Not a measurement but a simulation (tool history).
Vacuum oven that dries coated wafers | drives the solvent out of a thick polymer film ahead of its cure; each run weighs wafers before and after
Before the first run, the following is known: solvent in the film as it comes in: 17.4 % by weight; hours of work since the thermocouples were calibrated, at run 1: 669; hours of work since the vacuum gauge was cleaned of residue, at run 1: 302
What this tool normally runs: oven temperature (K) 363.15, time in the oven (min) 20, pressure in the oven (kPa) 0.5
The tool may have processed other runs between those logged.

run,day,oven temperature (K),time in the oven (min),pressure in the oven (kPa),hours of work since the thermocouples were calibrated,hours of work since the vacuum gauge was cleaned of residue,solvent left in the film (%)
1,0,363.15,20,0.5,669,302,0.698
2,0.767,363.15,20,0.5,681,315,0.698
3,1.596,363.15,20,0.5,695,328,0.706
4,2.312,363.15,20,0.5,707,340,0.708
5,2.842,363.15,20,0.5,715,349,0.697
6,3.679,363.15,20,0.5,729,363,0.69
7,4.338,363.15,26,0.5,740,374,0.359
8,4.754,361.15,31,1.891,747,380,0.736
9,5.283,374.15,23,0.255,755,389,0.108
10,6.05,372.15,20,0.265,768,402,0.203
11,6.538,372.15,31,0.315,776,410,0.088
12,7.017,375.15,19,0.5,784,418,0.217
13,7.688,371.15,12,0.692,795,429,1.088

What if the next run were any one of these 3? Each begins from the tool's condition after run 13:
A,8.396,373.15,12,0.566,807,440,?
B,8.396,371.15,33,0.692,807,440,?
C,8.396,371.15,21,0.693,807,440,?

run,solvent left in the film (%)
A,0.875
B,0.181
C,0.282
The same runs, with their run-to-run variation unchanged, on a tool lacking any hidden condition would have given:
run,solvent left in the film (%)
A,0.957
B,0.169
C,0.294

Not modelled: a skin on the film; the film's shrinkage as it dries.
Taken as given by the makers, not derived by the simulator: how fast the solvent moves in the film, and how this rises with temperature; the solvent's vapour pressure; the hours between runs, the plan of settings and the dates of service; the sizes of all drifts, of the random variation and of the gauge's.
